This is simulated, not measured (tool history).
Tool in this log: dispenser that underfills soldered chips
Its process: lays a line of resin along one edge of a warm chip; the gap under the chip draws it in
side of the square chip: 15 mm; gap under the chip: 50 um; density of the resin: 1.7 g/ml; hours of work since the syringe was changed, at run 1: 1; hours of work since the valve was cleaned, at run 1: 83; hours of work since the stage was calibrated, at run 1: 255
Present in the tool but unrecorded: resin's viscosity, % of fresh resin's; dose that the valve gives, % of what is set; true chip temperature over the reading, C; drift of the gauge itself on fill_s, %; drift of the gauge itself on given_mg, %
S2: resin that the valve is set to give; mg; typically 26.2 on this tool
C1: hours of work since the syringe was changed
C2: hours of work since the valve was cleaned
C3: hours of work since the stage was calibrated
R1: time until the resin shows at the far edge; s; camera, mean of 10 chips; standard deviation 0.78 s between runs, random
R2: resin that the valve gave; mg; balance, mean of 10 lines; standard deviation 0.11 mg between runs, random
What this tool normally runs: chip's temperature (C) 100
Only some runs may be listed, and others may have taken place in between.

run 1 hour=0.0 | chip's_temperature_(C)=100 S2=26.2 | C1=1 C2=83 C3=255 | R1=74.4 R2=24.76
run 2 hour=12.6 | chip's_temperature_(C)=100 S2=26.2 | C1=9 C2=92 C3=264 | R1=116.6 R2=24.64
-- hour=15.5 new syringe of resin
run 3 hour=24.5 | chip's_temperature_(C)=100 S2=26.2 | C1=6 C2=100 C3=272 | R1=98.8 R2=24.50
-- hour=31.9 new syringe of resin
run 4 hour=38.5 | chip's_temperature_(C)=100 S2=26.2 | C1=5 C2=109 C3=281 | R1=91.5 R2=24.52
-- hour=48.6 new syringe of resin
run 5 hour=55.4 | chip's_temperature_(C)=100 S2=26.2 | C1=5 C2=120 C3=293 | R1=90.4 R2=24.29
-- hour=64.6 new syringe of resin
run 6 hour=64.6 | chip's_temperature_(C)=100 S2=26.2 | C1=0 C2=126 C3=299 | R1=74.2 R2=24.11
-- hour=67.8 dispensing valve cleaned and set on the balance
run 7 hour=74.4 | chip's_temperature_(C)=100 S2=26.2 | C1=6 C2=5 C3=305 | R1=96.7 R2=26.04
-- hour=81.8 new syringe of resin
run 8 hour=86.8 | chip's_temperature_(C)=100 S2=31.6 | C1=3 C2=13 C3=313 | R1=80.5 R2=31.35
-- hour=98.1 new syringe of resin
run 9 hour=98.1 | chip's_temperature_(C)=100 S2=31.6 | C1=0 C2=20 C3=321 | R1=67.6 R2=31.20
-- hour=114.8 new syringe of resin
run 10 hour=114.8 | chip's_temperature_(C)=110 S2=27.4 | C1=0 C2=32 C3=332 | R1=48.8 R2=26.83
-- hour=127.2 stage's temperature calibrated
run 11 hour=127.8 | chip's_temperature_(C)=97 S2=30.0 | C1=8 C2=40 C3=0 | R1=122.2 R2=28.93
-- hour=132.3 new syringe of resin
run 12 hour=142.3 | chip's_temperature_(C)=109 S2=22.3 | C1=7 C2=50 C3=10 | R1=79.6 R2=21.59

Run 13, settings as shown, results not yet in. Your forecast:
-- hour=148.3 new syringe of resin
run 13 hour=154.2 | chip's_temperature_(C)=109 S2=24.2 | C1=4 C2=58 C3=18 | R1=? R2=?

{"run 13": {"R1": 67.0, "R2": 23.42}}
Had the tool carried no hidden state, the very same run would have given R1 53.3 s, R2 24.31 mg.
